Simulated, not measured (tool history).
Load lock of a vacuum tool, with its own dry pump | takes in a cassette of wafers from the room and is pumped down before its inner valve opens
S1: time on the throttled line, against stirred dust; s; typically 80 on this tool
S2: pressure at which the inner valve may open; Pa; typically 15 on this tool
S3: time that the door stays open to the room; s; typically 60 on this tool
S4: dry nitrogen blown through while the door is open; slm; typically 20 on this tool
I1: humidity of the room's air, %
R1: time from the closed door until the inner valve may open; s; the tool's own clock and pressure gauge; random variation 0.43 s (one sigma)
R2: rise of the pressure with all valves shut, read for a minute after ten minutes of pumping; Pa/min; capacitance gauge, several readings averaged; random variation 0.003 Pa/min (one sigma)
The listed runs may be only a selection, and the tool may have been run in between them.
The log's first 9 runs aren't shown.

{"run": 10, "day": 34.762, "S1": 80, "S2": 18, "S3": 60, "S4": 13, "I1": 48.4, "R1": 119.7, "R2": 0.066}
{"run": 11, "day": 37.267, "S1": 80, "S2": 18, "S3": 60, "S4": 13, "I1": 45.2, "R1": 120.5, "R2": 0.066}
{"run": 12, "day": 42.029, "S1": 80, "S2": 18, "S3": 60, "S4": 13, "I1": 46, "R1": 120, "R2": 0.069}
{"run": 13, "day": 47.104, "S1": 80, "S2": 18, "S3": 60, "S4": 13, "I1": 44.8, "R1": 118.8, "R2": 0.072}
{"run": 14, "day": 51.796, "S1": 80, "S2": 18, "S3": 60, "S4": 13, "I1": 46.8, "R1": 119.4, "R2": 0.076}
{"run": 15, "day": 53.888, "S1": 80, "S2": 18, "S3": 60, "S4": 13, "I1": 47.8, "R1": 120.4, "R2": 0.079}
{"run": 16, "day": 56.446, "S1": 80, "S2": 18, "S3": 60, "S4": 13, "I1": 44.5, "R1": 120, "R2": 0.079}
{"run": 17, "day": 59.383, "S1": 51, "S2": 15, "S3": 60, "S4": 20, "I1": 46.8, "R1": 95.6, "R2": 0.072}
{"run": 18, "day": 64.229, "S1": 51, "S2": 15, "S3": 60, "S4": 20, "I1": 45.3, "R1": 95.8, "R2": 0.079}
{"run": 19, "day": 68.167, "S1": 51, "S2": 15, "S3": 60, "S4": 20, "I1": 43.6, "R1": 94.8, "R2": 0.084}
{"run": 20, "day": 71.85, "S1": 43, "S2": 18, "S3": 59, "S4": 5, "I1": 43.1, "R1": 87.1, "R2": 0.101}
{"run": 21, "day": 75.1, "S1": 80, "S2": 20, "S3": 30, "S4": 35, "I1": 44.9, "R1": 119.3, "R2": 0.076}
{"run": 22, "day": 77.742, "S1": 51, "S2": 12, "S3": 182, "S4": 42, "I1": 45.1, "R1": 96, "R2": 0.091}
{"run": 23, "day": 80.225, "S1": 51, "S2": 12, "S3": 182, "S4": 42, "I1": 42.1, "R1": 96, "R2": 0.086}
{"run": 24, "day": 85.354, "S1": 51, "S2": 21, "S3": 59, "S4": 20, "I1": 43.2, "R1": 93, "R2": 0.096}
{"run": 25, "day": 88.933, "S1": 67, "S2": 15, "S3": 69, "S4": 22, "I1": 46, "R1": 109.6, "R2": 0.108}
{"run": 26, "day": 91.792, "S1": 67, "S2": 15, "S3": 69, "S4": 22, "I1": 46.3, "R1": 109.3, "R2": 0.104}
{"run": 27, "day": 94.938, "S1": 45, "S2": 19, "S3": 43, "S4": 8, "I1": 45.6, "R1": 88.5, "R2": 0.11}
{"run": 28, "day": 99.912, "S1": 50, "S2": 16, "S3": 54, "S4": 19, "I1": 41.8, "R1": 93.6, "R2": 0.104}
{"run": 29, "day": 104.0, "S1": 81, "S2": 15, "S3": 60, "S4": 20, "I1": 47.5, "R1": 121.9, "R2": 0.113}
{"run": 30, "day": 107.958, "S1": 66, "S2": 15, "S3": 215, "S4": 20, "I1": 41.5, "R1": 108.7, "R2": 0.127}
{"run": 31, "day": 111.75, "S1": 78, "S2": 20, "S3": 166, "S4": 5, "I1": 48.9, "R1": 117.1, "R2": 0.155}
{"run": 32, "day": 116.65, "S1": 78, "S2": 15, "S3": 166, "S4": 19, "I1": 42.5, "R1": 119.3, "R2": 0.132}
{"run": 33, "day": 119.492, "S1": 61, "S2": 26, "S3": 67, "S4": 12, "I1": 45.1, "R1": 100.9, "R2": 0.128}
{"run": 34, "day": 122.571, "S1": 80, "S2": 15, "S3": 60, "S4": 9, "I1": 44.7, "R1": 120.9, "R2": 0.132}

Run 35, settings as shown, results not yet in. Your forecast:
{"run": 35, "day": 126.388, "S1": 80, "S2": 15, "S3": 61, "S4": 9, "I1": 42.3, "R1": "?", "R2": "?"}

{"run 35": {"R1": 121.3, "R2": 0.139}}
Take away the tool's hidden state, keep the run-to-run variation as it was, and the same run would have given R1 120.2 s, R2 0.036 Pa/min.
